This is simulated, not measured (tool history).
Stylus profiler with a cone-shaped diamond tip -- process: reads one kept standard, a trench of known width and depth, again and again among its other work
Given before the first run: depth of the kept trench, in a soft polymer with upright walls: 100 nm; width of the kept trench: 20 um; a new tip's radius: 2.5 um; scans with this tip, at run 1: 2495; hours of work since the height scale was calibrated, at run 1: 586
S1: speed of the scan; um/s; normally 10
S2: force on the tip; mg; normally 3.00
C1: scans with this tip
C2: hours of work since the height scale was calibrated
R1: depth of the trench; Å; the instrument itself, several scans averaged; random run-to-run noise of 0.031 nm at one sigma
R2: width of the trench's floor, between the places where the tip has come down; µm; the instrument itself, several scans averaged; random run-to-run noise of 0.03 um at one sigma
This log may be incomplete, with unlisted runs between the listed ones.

| run | hour | S1 | S2 | C1 | C2 | R1 | R2 |
|---|---|---|---|---|---|---|---|
| 1 | 0.0 | 10 | 3.00 | 2495 | 586 | 1010.2 | 18.56 |
| 2 | 21.8 | 10 | 3.00 | 2569 | 604 | 1010.3 | 18.54 |
| 3 | 58.4 | 9 | 3.00 | 2693 | 633 | 1010.5 | 18.51 |
| 4 | 90.9 | 10 | 3.00 | 2804 | 659 | 1010.6 | 18.53 |
| 5 | 126.3 | 10 | 7.04 | 2924 | 687 | 1017.6 | 18.51 |
| 6 | 157.7 | 10 | 1.03 | 3030 | 712 | 1006.1 | 18.49 |
| 7 | 195.9 | 10 | 1.03 | 3160 | 743 | 1006.8 | 18.48 |
| 8 | 216.7 | 10 | 1.38 | 3231 | 759 | 1006.7 | 18.54 |
| 9 | 239.0 | 11 | 3.00 | 3307 | 777 | 1011.1 | 18.53 |
| 10 | 264.8 | 3 | 3.00 | 3394 | 798 | 1010.3 | 18.50 |
| 11 | 314.6 | 10 | 3.00 | 3563 | 837 | 1010.8 | 18.48 |
| 12 | 346.5 | 10 | 1.06 | 3672 | 863 | 1007.2 | 18.55 |
| 13 | 370.0 | 10 | 3.05 | 3751 | 882 | 1010.7 | 18.49 |
| 14 | 397.1 | 20 | 3.00 | 3843 | 903 | 1011.2 | 18.50 |
| 15 | 429.8 | 20 | 3.00 | 3954 | 929 | 1010.9 | 18.44 |
| 16 | 453.2 | 10 | 3.00 | 4034 | 948 | 1011.4 | 18.55 |
|  | 457.1 | height scale calibrated on a step standard |
| 17 | 481.0 | 10 | 1.65 | 4127 | 19 | 1009.1 | 18.53 |
| 18 | 520.1 | 10 | 3.61 | 4259 | 50 | 1012.7 | 18.53 |
| 19 | 546.9 | 10 | 3.61 | 4350 | 72 | 1013.1 | 18.55 |
| 20 | 595.1 | 10 | 3.61 | 4514 | 110 | 1013.0 | 18.56 |
| 21 | 627.8 | 10 | 3.61 | 4625 | 136 | 1013.8 | 18.46 |
| 22 | 667.0 | 8 | 3.00 | 4758 | 167 | 1011.5 | 18.55 |
| 23 | 693.1 | 8 | 3.00 | 4847 | 188 | 1012.7 | 18.52 |
|  | 708.9 | height scale calibrated on a step standard, once more |
| 24 | 733.0 | 13 | 1.04 | 4980 | 19 | 1004.2 | 18.49 |
| 25 | 770.0 | 13 | 1.04 | 5106 | 49 | 1004.2 | 18.49 |
| 26 | 814.3 | 6 | 3.00 | 5257 | 84 | 1008.4 | 18.50 |
| 27 | 840.1 | 12 | 7.31 | 5344 | 105 | 1015.7 | 18.52 |
| 28 | 865.2 | 36 | 1.68 | 5429 | 125 | 1006.0 | 18.40 |
| 29 | 897.2 | 36 | 1.68 | 5538 | 150 | 1005.8 | 18.41 |
| 30 | 918.8 | 3 | 2.81 | 5611 | 167 | 1008.6 | 18.51 |
| 31 | 959.2 | 6 | 3.00 | 5748 | 200 | 1008.4 | 18.51 |
| 32 | 1007.3 | 6 | 3.00 | 5912 | 238 | 1009.5 | 18.48 |
| 33 | 1039.6 | 30 | 7.95 | 6022 | 264 | 1016.5 | 18.50 |
| 34 | 1084.6 | 30 | 7.95 | 6174 | 300 | 1017.1 | 18.47 |
| 35 | 1105.9 | 10 | 2.51 | 6246 | 317 | 1008.3 | 18.49 |
| 36 | 1149.1 | 10 | 4.33 | 6393 | 351 | 1012.3 | 18.49 |
| 37 | 1184.0 | 25 | 1.38 | 6512 | 379 | 1005.7 | 18.41 |
| 38 | 1207.8 | 29 | 3.00 | 6593 | 398 | 1009.3 | 18.46 |
| 39 | 1238.5 | 3 | 1.55 | 6697 | 423 | 1006.5 | 18.46 |
| 40 | 1264.3 | 10 | 1.56 | 6784 | 443 | 1005.7 | 18.42 |
| 41 | 1300.4 | 18 | 2.78 | 6907 | 472 | 1009.1 | 18.48 |
| 42 | 1328.2 | 14 | 5.47 | 7001 | 494 | 1014.2 | 18.44 |
| 43 | 1350.8 | 11 | 2.77 | 7078 | 512 | 1009.2 | 18.51 |
| 44 | 1384.5 | 11 | 2.77 | 7192 | 539 | 1009.3 | 18.47 |
| 45 | 1429.6 | 11 | 2.77 | 7346 | 575 | 1009.1 | 18.51 |

Forecast each of these 4 alternatives for the next run:
| A | 1474.1 | 5 | 1.87 | 7497 | 611 | ? | ? |
| B | 1474.1 | 6 | 2.77 | 7497 | 611 | ? | ? |
| C | 1474.1 | 11 | 3.82 | 7497 | 611 | ? | ? |
| D | 1474.1 | 10 | 6.61 | 7497 | 611 | ? | ? |

| run | R1 | R2 |
|---|---|---|
| A | 1006.9 | 18.47 |
| B | 1009.0 | 18.53 |
| C | 1011.2 | 18.47 |
| D | 1016.3 | 18.47 |
What these runs would have given with no unlogged condition in the tool:
| run | R1 | R2 |
|---|---|---|
| A | 1005.5 | 18.56 |
| B | 1007.7 | 18.62 |
| C | 1009.9 | 18.56 |
| D | 1014.9 | 18.56 |

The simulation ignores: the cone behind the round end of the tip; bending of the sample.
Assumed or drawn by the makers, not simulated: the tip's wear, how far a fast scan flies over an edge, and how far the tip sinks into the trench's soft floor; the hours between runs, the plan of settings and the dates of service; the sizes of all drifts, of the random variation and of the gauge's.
